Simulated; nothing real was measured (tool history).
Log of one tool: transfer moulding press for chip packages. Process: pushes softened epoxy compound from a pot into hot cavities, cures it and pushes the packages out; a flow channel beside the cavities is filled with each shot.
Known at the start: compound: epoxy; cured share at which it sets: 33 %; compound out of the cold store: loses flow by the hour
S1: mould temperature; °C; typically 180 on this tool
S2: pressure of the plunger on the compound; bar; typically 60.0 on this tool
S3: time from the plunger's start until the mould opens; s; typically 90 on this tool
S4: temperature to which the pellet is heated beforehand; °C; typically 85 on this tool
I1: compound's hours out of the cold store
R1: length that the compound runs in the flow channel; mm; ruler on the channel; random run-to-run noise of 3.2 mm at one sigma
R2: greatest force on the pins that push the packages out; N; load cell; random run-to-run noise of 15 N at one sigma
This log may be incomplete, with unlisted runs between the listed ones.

run,day,S1,S2,S3,S4,I1,R1,R2
1,0.000,180,60.0,90,85,46.3,796,1191
2,0.375,180,60.0,90,85,43.2,793,1206
3,0.625,175,60.0,90,85,35.6,840,1911
# day 1.021: cavities cleaned with cleaning compound and waxed
4,1.242,175,60.0,90,85,40.6,827,1286
5,1.588,175,60.0,90,85,8.2,903,1718
6,2.033,180,52.7,90,85,23.9,789,1338
7,2.338,180,52.7,90,85,11.6,814,1402
8,2.654,180,52.7,90,85,41.5,749,1412
# day 2.933: cavities cleaned with cleaning compound and waxed
9,3.183,180,52.7,90,85,40.4,748,899
10,3.425,180,52.7,90,85,23.9,780,1100
11,3.846,180,52.7,90,85,27.5,775,1253
12,4.100,187,60.0,90,85,18.4,824,921
13,4.525,187,60.0,90,85,44.5,760,994
# day 4.846: cavities cleaned with cleaning compound and waxed
14,5.112,180,60.0,125,85,29.1,816,605
15,5.512,184,60.0,90,85,35.9,779,877
16,5.858,184,60.0,90,85,14.4,836,1011
17,6.304,187,55.3,90,85,44.3,731,961
18,6.558,188,60.0,90,76,12.1,822,1008
# day 6.742: cavities cleaned with cleaning compound and waxed
19,7.154,185,46.8,91,78,40.6,679,748
20,7.467,185,46.8,91,78,26.9,708,846
21,7.796,180,46.8,117,81,32.3,707,841
22,8.062,180,46.8,117,81,28.0,721,907
# day 8.383: plunger's sealing rings changed
23,8.638,180,57.9,90,85,29.7,850,1534
# day 8.771: cavities cleaned with cleaning compound and waxed
24,9.121,177,54.4,71,85,27.2,837,2253
25,9.588,178,60.0,89,85,45.7,830,1507
26,9.954,178,60.0,89,85,26.1,877,1644
27,10.254,178,47.6,89,85,11.9,810,1866
# day 10.679: cavities cleaned with cleaning compound and waxed
28,10.750,178,47.6,89,85,11.3,806,1015
29,11.125,178,47.6,89,86,13.9,811,1334
30,11.396,180,64.3,87,79,9.0,935,1366

Forecast each of these 3 alternatives for the next run:
A,11.812,181,51.5,94,85,31.0,?,?
B,11.812,180,60.0,90,85,18.5,?,?
C,11.812,180,53.6,85,79,12.9,?,?

run,R1,R2
A,788,1161
B,879,1336
C,851,1678
Stripped of hidden state, with their random variation kept, the same runs would have yielded:
run,R1,R2
A,795,620
B,887,710
C,858,885

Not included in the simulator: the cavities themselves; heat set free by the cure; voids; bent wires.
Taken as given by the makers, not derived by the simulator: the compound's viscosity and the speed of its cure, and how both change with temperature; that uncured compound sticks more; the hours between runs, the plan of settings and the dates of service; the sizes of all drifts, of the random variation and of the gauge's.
